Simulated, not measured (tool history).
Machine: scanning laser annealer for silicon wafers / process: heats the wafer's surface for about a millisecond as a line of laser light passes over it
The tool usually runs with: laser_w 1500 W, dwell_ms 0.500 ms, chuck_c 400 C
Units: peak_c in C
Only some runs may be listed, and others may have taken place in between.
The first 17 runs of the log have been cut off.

| run | hour | laser_w | dwell_ms | chuck_c | peak_c |
|---|---|---|---|---|---|
| 18 | 159.5 | 1500 | 0.500 | 400 | 1084 |
| 19 | 169.7 | 1500 | 0.500 | 400 | 1087 |
| 20 | 176.3 | 1500 | 0.446 | 400 | 1044 |
| 21 | 188.0 | 1611 | 0.466 | 400 | 1111 |
| 22 | 200.7 | 1465 | 0.564 | 400 | 1110 |
| 23 | 207.7 | 1465 | 0.564 | 400 | 1110 |
| 24 | 214.7 | 1285 | 0.465 | 400 | 960 |
| 25 | 222.6 | 1285 | 0.465 | 400 | 958 |
| 26 | 235.4 | 1285 | 0.465 | 400 | 958 |
| 27 | 243.8 | 1500 | 0.559 | 400 | 1125 |
| 28 | 255.2 | 1533 | 0.559 | 400 | 1142 |
| 29 | 265.3 | 1533 | 0.559 | 400 | 1138 |
| 30 | 271.2 | 1533 | 0.367 | 400 | 993 |
| 31 | 279.9 | 1533 | 0.367 | 400 | 992 |
| 32 | 289.1 | 1311 | 0.404 | 426 | 959 |
| 33 | 294.7 | 1311 | 0.404 | 426 | 953 |
| 34 | 305.2 | 1330 | 0.514 | 383 | 991 |
| 35 | 316.4 | 1439 | 0.582 | 411 | 1121 |
| 36 | 327.9 | 1439 | 0.582 | 411 | 1118 |
| 37 | 336.0 | 1422 | 0.547 | 360 | 1035 |
| 38 | 348.7 | 1500 | 0.360 | 412 | 984 |
| 39 | 360.6 | 1500 | 0.500 | 426 | 1105 |
| 40 | 371.8 | 1500 | 0.500 | 426 | 1106 |

Consider 3 possible next runs. They are alternatives, not a sequence: every one starts from the tool as it was left by run 40. What does each give?
| A | 382.9 | 1500 | 0.587 | 400 | ? |
| B | 382.9 | 1422 | 0.434 | 400 | ? |
| C | 382.9 | 1310 | 0.381 | 414 | ? |

| run | peak_c |
|---|---|
| A | 1140 |
| B | 996 |
| C | 927 |
Stripped of hidden state, with their random variation kept, the same runs would have yielded:
| run | peak_c |
|---|---|
| A | 1167 |
| B | 1018 |
| C | 946 |
